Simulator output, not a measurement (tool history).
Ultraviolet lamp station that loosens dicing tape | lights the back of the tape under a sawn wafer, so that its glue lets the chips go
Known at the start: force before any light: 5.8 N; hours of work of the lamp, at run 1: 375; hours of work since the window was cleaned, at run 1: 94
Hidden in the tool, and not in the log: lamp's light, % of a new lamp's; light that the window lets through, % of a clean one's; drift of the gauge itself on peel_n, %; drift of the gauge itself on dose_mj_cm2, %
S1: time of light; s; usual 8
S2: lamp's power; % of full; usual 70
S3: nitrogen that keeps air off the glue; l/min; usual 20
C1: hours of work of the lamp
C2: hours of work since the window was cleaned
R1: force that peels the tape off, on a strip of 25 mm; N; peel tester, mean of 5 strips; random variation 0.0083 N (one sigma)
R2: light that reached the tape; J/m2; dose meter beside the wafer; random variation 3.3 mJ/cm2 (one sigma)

run 1 hour=0.0 | S1=8 S2=70 S3=20 | C1=375 C2=94 | R1=0.612 R2=4070
run 2 hour=40.9 | S1=8 S2=70 S3=20 | C1=406 C2=126 | R1=0.635 R2=3940
run 3 hour=68.7 | S1=8 S2=70 S3=20 | C1=427 C2=147 | R1=0.640 R2=3910
run 4 hour=105.9 | S1=8 S2=70 S3=20 | C1=455 C2=175 | R1=0.695 R2=3750
run 5 hour=132.6 | S1=6 S2=70 S3=20 | C1=476 C2=196 | R1=1.214 R2=2770
run 6 hour=165.7 | S1=6 S2=70 S3=20 | C1=501 C2=221 | R1=1.238 R2=2710
run 7 hour=191.0 | S1=6 S2=70 S3=20 | C1=520 C2=240 | R1=1.291 R2=2660
run 8 hour=216.6 | S1=6 S2=70 S3=20 | C1=540 C2=260 | R1=1.353 R2=2640
run 9 hour=242.3 | S1=8 S2=70 S3=20 | C1=560 C2=279 | R1=0.815 R2=3450
run 10 hour=274.9 | S1=8 S2=70 S3=20 | C1=584 C2=304 | R1=0.880 R2=3300
run 11 hour=303.2 | S1=8 S2=70 S3=20 | C1=606 C2=326 | R1=0.902 R2=3250
run 12 hour=339.3 | S1=8 S2=70 S3=20 | C1=634 C2=353 | R1=0.960 R2=3120
run 13 hour=360.9 | S1=8 S2=70 S3=20 | C1=650 C2=370 | R1=1.000 R2=3120
run 14 hour=395.9 | S1=8 S2=70 S3=38 | C1=677 C2=397 | R1=0.839 R2=3040
run 15 hour=419.0 | S1=8 S2=70 S3=20 | C1=694 C2=414 | R1=1.109 R2=3010
run 16 hour=437.3 | S1=8 S2=70 S3=20 | C1=708 C2=428 | R1=1.058 R2=2930
run 17 hour=465.9 | S1=8 S2=70 S3=20 | C1=730 C2=450 | R1=1.144 R2=2890
run 18 hour=489.4 | S1=8 S2=66 S3=20 | C1=748 C2=468 | R1=1.312 R2=2590
-- hour=510.3 window cleaned of glue's vapour
run 19 hour=529.6 | S1=8 S2=66 S3=20 | C1=778 C2=15 | R1=1.549 R2=2260
run 20 hour=564.8 | S1=8 S2=66 S3=20 | C1=805 C2=42 | R1=1.670 R2=2170
run 21 hour=586.2 | S1=8 S2=66 S3=7 | C1=822 C2=58 | R1=2.337 R2=2190
-- hour=591.0 lamp changed
-- hour=595.9 window cleaned of glue's vapour, once more
run 22 hour=628.6 | S1=8 S2=66 S3=7 | C1=28 C2=25 | R1=0.766 R2=4810
run 23 hour=658.3 | S1=4 S2=67 S3=17 | C1=51 C2=48 | R1=1.574 R2=2430
run 24 hour=675.7 | S1=7 S2=70 S3=6 | C1=64 C2=61 | R1=0.975 R2=4350

The next listed run, before its measurement:
run 25 hour=704.2 | S1=6 S2=79 S3=34 | C1=86 C2=83 | R1=? R2=?

{"run 25": {"R1": 0.452, "R2": 4060}}
Without the tool's hidden state the same run would have given R1 0.374 N, R2 4400 J/m2.
